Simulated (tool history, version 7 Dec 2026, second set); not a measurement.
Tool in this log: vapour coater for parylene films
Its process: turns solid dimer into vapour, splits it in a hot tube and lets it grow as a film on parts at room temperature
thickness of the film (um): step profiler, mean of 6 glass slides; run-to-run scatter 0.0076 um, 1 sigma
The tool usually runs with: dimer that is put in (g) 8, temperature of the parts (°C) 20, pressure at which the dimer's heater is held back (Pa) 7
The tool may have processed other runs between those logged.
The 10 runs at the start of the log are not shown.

run	hour	dimer that is put in (g)	temperature of the parts (°C)	pressure at which the dimer's heater is held back (Pa)	thickness of the film (um)
11	174.7	8	20	3.1	2.053
# hour 186.2: trap's valve overhauled
12	199.5	8	20	7	2.033
13	212.7	8	20	7	2.03
14	233.1	8	20	7	2.02
15	251.6	8	20	7	2.024
16	270.2	8	20	7	2.024
17	294.4	8	20	7	2.036
18	307.1	3	25	2.88	0.637
19	317.9	3	25	2.88	0.631
20	336.5	13	20	3.79	3.417
21	351.7	13	20	3.79	3.398
22	362.2	13	20	3.79	3.399
23	378.6	5	20	3.06	1.315
24	396.4	8	22	7	1.83
25	414.6	8	22	7	1.825
26	431.7	8	22	7	1.838
27	455	4	26	2.29	0.812
28	472.9	4	30	3.88	0.649
29	483.9	5	30	4.2	0.81
30	501.5	5	20	4.2	1.29
31	512.5	5	20	4.2	1.293
32	528.5	8	16	7	2.409

4 options for the next run, each taken on its own from the tool as it stands now. Forecast them:
A	542	7	19	5.5	?
B	542	12	28	2.62	?
C	542	8	15	10.94	?
D	542	11	20	7	?

run	thickness of the film (um)
A	1.858
B	2.191
C	2.457
D	2.733
Had the tool no hidden state, the same runs would have come out as:
run	thickness of the film (um)
A	1.883
B	2.221
C	2.49
D	2.77
